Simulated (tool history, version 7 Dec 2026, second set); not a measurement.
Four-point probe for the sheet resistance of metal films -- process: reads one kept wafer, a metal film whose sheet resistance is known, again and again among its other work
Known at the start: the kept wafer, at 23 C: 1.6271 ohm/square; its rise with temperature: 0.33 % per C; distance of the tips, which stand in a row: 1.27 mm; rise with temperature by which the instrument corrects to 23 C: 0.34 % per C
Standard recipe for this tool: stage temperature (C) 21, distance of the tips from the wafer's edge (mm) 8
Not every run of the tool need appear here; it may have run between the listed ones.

| run | hour | stage temperature (C) | distance of the tips from the wafer's edge (mm) | sheet resistance as the instrument gives it (ohm/square) |
|---|---|---|---|---|
| 1 | 0 | 21 | 8 | 1.666295 |
| 2 | 96.5 | 21 | 8 | 1.666302 |
| 3 | 242 | 32 | 8 | 1.666566 |
| 4 | 367.7 | 32 | 8 | 1.667103 |
| 5 | 443.2 | 21 | 27 | 1.648969 |
| 6 | 570.1 | 21 | 27 | 1.649816 |
| 7 | 673.7 | 21 | 8 | 1.66979 |
| 8 | 735.8 | 21 | 8 | 1.670724 |
| 9 | 818.8 | 21 | 8 | 1.646461 |
| 10 | 946 | 25 | 8 | 1.647579 |
| 11 | 1023.9 | 25 | 8 | 1.647972 |
| 12 | 1106.6 | 25 | 8 | 1.648078 |
| 13 | 1214 | 25 | 8 | 1.649539 |
| 14 | 1344.7 | 25 | 8 | 1.649828 |
| 15 | 1444 | 21 | 5 | 1.683978 |
| 16 | 1535.3 | 21 | 5 | 1.684247 |
| 17 | 1599.2 | 21 | 66 | 1.630355 |
| 18 | 1721.1 | 21 | 47 | 1.631834 |
| 19 | 1799.9 | 21 | 47 | 1.632009 |
| 20 | 1907.3 | 21 | 47 | 1.632766 |
| 21 | 2004.8 | 19 | 47 | 1.633704 |
| 22 | 2137.5 | 19 | 4 | 1.717989 |
| 23 | 2266.9 | 19 | 4 | 1.717915 |
| 24 | 2355.8 | 19 | 4 | 1.719089 |
| 25 | 2465.3 | 19 | 4 | 1.71973 |
| 26 | 2552.9 | 32 | 20 | 1.639425 |
| 27 | 2694.6 | 27 | 16 | 1.642458 |
| 28 | 2826.1 | 20 | 48 | 1.639159 |
| 29 | 2949 | 32 | 58 | 1.629717 |
| 30 | 3052.3 | 18 | 26 | 1.634118 |
| 31 | 3147.8 | 18 | 26 | 1.634576 |
| 32 | 3286.1 | 18 | 26 | 1.634462 |
| 33 | 3428.1 | 18 | 26 | 1.634789 |
| 34 | 3522.4 | 18 | 26 | 1.636111 |
| 35 | 3665.5 | 19 | 3 | 1.777882 |
| 36 | 3788.9 | 19 | 3 | 1.777973 |
| 37 | 3917.9 | 30 | 62 | 1.63576 |
| 38 | 3978.2 | 30 | 62 | 1.63647 |
| 39 | 4062.2 | 28 | 6 | 1.675275 |
| 40 | 4179.8 | 30 | 34 | 1.638459 |
| 41 | 4266.4 | 34 | 18 | 1.641401 |
| 42 | 4331.2 | 34 | 18 | 1.642323 |
| 43 | 4421.6 | 32 | 4 | 1.722842 |
| 44 | 4548.1 | 24 | 4 | 1.723943 |
| 45 | 4615.9 | 28 | 25 | 1.642864 |

Withheld: 4 entries from between the runs. Position of each, and hidden state at the listed run before versus the listed run after:
After run 8, before run 9: new probe head fitted (hour 795); stage's thermometer calibrated (hour 805.1)
  inner tips' distance over the nominal, %: 1.102 -> -0.121; tips' flats over new ones', %: 133 -> 2; wafer's true temperature over the reading, C: 0.36 -> 0
  measured value less the no-hidden-state value, sheet resistance as the instrument gives it (ohm/square): +0.021684 -> -0.002169
After run 28, before run 29: new probe head fitted (hour 2867.7); stage's thermometer calibrated (hour 2896.5)
  inner tips' distance over the nominal, %: 0.492 -> 0.16; tips' flats over new ones', %: 140 -> 6; wafer's true temperature over the reading, C: 0.43 -> 0.02
  measured value less the no-hidden-state value, sheet resistance as the instrument gives it (ohm/square): +0.011042 -> +0.002914

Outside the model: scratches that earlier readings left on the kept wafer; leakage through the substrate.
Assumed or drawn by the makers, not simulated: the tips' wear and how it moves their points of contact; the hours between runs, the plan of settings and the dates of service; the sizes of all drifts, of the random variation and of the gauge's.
